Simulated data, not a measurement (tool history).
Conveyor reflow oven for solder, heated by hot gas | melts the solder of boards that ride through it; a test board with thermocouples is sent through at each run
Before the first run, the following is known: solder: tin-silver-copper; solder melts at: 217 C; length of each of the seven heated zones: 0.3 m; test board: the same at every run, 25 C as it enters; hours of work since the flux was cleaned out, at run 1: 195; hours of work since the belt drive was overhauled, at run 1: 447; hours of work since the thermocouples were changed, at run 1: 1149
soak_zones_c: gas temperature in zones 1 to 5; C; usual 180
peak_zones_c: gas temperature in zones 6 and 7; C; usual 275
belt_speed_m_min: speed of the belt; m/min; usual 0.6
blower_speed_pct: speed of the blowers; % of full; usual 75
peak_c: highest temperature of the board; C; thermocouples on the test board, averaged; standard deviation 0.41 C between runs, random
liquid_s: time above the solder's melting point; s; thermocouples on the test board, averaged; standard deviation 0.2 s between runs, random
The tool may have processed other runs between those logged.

| run | hour | soak_zones_c | peak_zones_c | belt_speed_m_min | blower_speed_pct | hours of work since the flux was cleaned out | hours of work since the belt drive was overhauled | hours of work since the thermocouples were changed | peak_c | liquid_s |
|---|---|---|---|---|---|---|---|---|---|---|
| 1 | 0 | 180 | 275 | 0.6 | 75 | 195 | 447 | 1149 | 256.4 | 49.3 |
|  | 11.8 | thermocouples of zones 6 and 7 changed |
| 2 | 57 | 180 | 275 | 0.6 | 75 | 230 | 481 | 28 | 259.4 | 50.9 |
| 3 | 85.8 | 180 | 275 | 0.6 | 75 | 247 | 499 | 46 | 259.6 | 50.2 |
| 4 | 131.8 | 180 | 275 | 0.533 | 75 | 276 | 527 | 74 | 262.2 | 58.9 |
|  | 158.1 | flux residue cleaned out of gas plates and filters |
| 5 | 197.9 | 180 | 275 | 0.533 | 75 | 25 | 565 | 112 | 265.2 | 60.3 |
| 6 | 242.7 | 180 | 275 | 0.54 | 75 | 52 | 593 | 140 | 264.3 | 59.3 |
| 7 | 279.4 | 173 | 275 | 0.6 | 75 | 75 | 616 | 163 | 259.8 | 49.2 |
| 8 | 329 | 180 | 275 | 0.6 | 75 | 106 | 646 | 193 | 261.5 | 51.4 |
| 9 | 395.5 | 180 | 278 | 0.6 | 75 | 147 | 688 | 235 | 263 | 52.4 |
|  | 404.4 | belt drive overhauled, speed set with a stopwatch |
| 10 | 457.3 | 180 | 275 | 0.6 | 60 | 183 | 33 | 270 | 255.7 | 49 |
| 11 | 502.5 | 180 | 275 | 0.686 | 56 | 211 | 61 | 298 | 249 | 38.1 |
|  | 549.5 | belt drive overhauled, speed set with a stopwatch, once more |
| 12 | 575.7 | 175 | 275 | 0.622 | 61 | 254 | 16 | 341 | 252.3 | 42.2 |
|  | 641.9 | flux residue cleaned out of gas plates and filters |
| 13 | 648.7 | 182 | 275 | 0.6 | 75 | 4 | 58 | 383 | 261.4 | 51.8 |
| 14 | 706 | 180 | 275 | 0.594 | 85 | 40 | 94 | 419 | 262.9 | 52.9 |
| 15 | 758.1 | 180 | 275 | 0.594 | 85 | 72 | 126 | 451 | 262 | 52.8 |
| 16 | 818.5 | 180 | 275 | 0.594 | 85 | 109 | 164 | 488 | 261.9 | 52.4 |
| 17 | 868.5 | 180 | 275 | 0.594 | 85 | 140 | 194 | 519 | 261.4 | 52.1 |
| 18 | 931.1 | 180 | 275 | 0.6 | 65 | 179 | 233 | 558 | 256.3 | 48.3 |
| 19 | 991 | 180 | 275 | 0.6 | 54 | 216 | 270 | 595 | 251.9 | 45.3 |
| 20 | 1056.6 | 181 | 287 | 0.676 | 59 | 257 | 311 | 636 | 258.7 | 43.4 |

For some of the steps in peak_c from one run to the next: how much would appear even if the tool had no hidden state, given the settings, what came in and random variation, and how much remains for the hidden state plus any gauge scatter that the measured result and the result without hidden state don't share?
The hidden state here: heat that the gas passes to the board, % of a clean oven's; belt's true speed, % of the reading; true gas temperature in zones 6 and 7 over the reading, C; drift of the gauge itself on peak_c, C; drift of the gauge itself on liquid_s, %.
Run 1 -> 2: thermocouples of zones 6 and 7 changed. peak_c +3 C: hidden state +2.8, all else +0.2.
Run 4 -> 5: flux residue cleaned out of gas plates and filters. peak_c +3 C: hidden state +2.4, all else +0.6.
Run 9 -> 10: peak_zones_c 278 -> 275, blower_speed_pct 75 -> 60, belt drive overhauled, speed set with a stopwatch. peak_c -7.3 C: hidden state +0, all else -7.3.
Run 12 -> 13: soak_zones_c 175 -> 182, belt_speed_m_min 0.622 -> 0.6, blower_speed_pct 61 -> 75, flux residue cleaned out of gas plates and filters. peak_c +9.1 C: hidden state +2.2, all else +6.9.

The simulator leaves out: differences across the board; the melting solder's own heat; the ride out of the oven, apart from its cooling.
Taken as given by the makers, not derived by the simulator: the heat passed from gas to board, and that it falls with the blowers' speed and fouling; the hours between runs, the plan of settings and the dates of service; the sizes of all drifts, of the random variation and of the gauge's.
